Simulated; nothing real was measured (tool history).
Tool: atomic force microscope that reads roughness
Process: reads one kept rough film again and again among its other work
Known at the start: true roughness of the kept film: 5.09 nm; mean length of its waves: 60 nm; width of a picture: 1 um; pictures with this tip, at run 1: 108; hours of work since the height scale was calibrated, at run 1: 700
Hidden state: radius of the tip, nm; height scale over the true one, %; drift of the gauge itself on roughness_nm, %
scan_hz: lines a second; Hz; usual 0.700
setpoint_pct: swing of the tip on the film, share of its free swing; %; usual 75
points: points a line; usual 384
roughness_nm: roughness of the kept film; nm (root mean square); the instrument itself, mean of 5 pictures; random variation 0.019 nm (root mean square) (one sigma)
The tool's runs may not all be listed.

| run | hour | scan_hz | setpoint_pct | points | pictures with this tip | hours of work since the height scale was calibrated | roughness_nm |
|---|---|---|---|---|---|---|---|
| 1 | 0.0 | 0.700 | 75 | 384 | 108 | 700 | 4.659 |
| 2 | 15.4 | 0.700 | 75 | 384 | 126 | 710 | 4.650 |
| 3 | 34.5 | 0.700 | 69 | 384 | 149 | 722 | 4.674 |
| 4 | 50.3 | 1.056 | 75 | 384 | 168 | 732 | 4.573 |
| 5 | 70.3 | 1.056 | 75 | 384 | 191 | 745 | 4.535 |
| 6 | 89.1 | 1.056 | 75 | 384 | 213 | 758 | 4.494 |
|  | 99.9 | new tip fitted |
| 7 | 114.1 | 1.056 | 75 | 384 | 16 | 774 | 4.703 |
| 8 | 140.5 | 0.700 | 75 | 384 | 48 | 791 | 4.735 |
| 9 | 158.8 | 0.700 | 75 | 384 | 69 | 803 | 4.688 |
| 10 | 173.7 | 0.700 | 75 | 384 | 87 | 812 | 4.699 |
| 11 | 199.1 | 3.183 | 75 | 384 | 117 | 829 | 4.273 |
| 12 | 212.5 | 3.183 | 75 | 384 | 133 | 838 | 4.284 |
| 13 | 226.9 | 3.183 | 86 | 401 | 150 | 847 | 3.952 |
| 14 | 251.9 | 0.677 | 89 | 610 | 179 | 864 | 4.499 |
| 15 | 268.1 | 0.677 | 89 | 610 | 198 | 874 | 4.475 |
| 16 | 289.5 | 0.923 | 66 | 383 | 224 | 888 | 4.570 |
|  | 291.8 | new tip fitted |
| 17 | 311.5 | 0.923 | 79 | 825 | 23 | 902 | 4.722 |
| 18 | 335.4 | 0.646 | 59 | 384 | 51 | 918 | 4.821 |
| 19 | 347.0 | 0.700 | 62 | 900 | 65 | 925 | 4.770 |
| 20 | 369.0 | 0.700 | 58 | 408 | 91 | 940 | 4.776 |
| 21 | 392.6 | 0.641 | 75 | 662 | 119 | 955 | 4.689 |

3 ways to go on from here, each from the tool as it stands after run 21. What would each give?
| A | 415.4 | 1.115 | 57 | 395 | 146 | 970 | ? |
| B | 415.4 | 0.700 | 87 | 332 | 146 | 970 | ? |
| C | 415.4 | 0.691 | 75 | 384 | 146 | 970 | ? |

| run | roughness_nm |
|---|---|
| A | 4.685 |
| B | 4.527 |
| C | 4.616 |
Without the tool's hidden state the same runs would have given:
| run | roughness_nm |
|---|---|
| A | 4.829 |
| B | 4.666 |
| C | 4.758 |
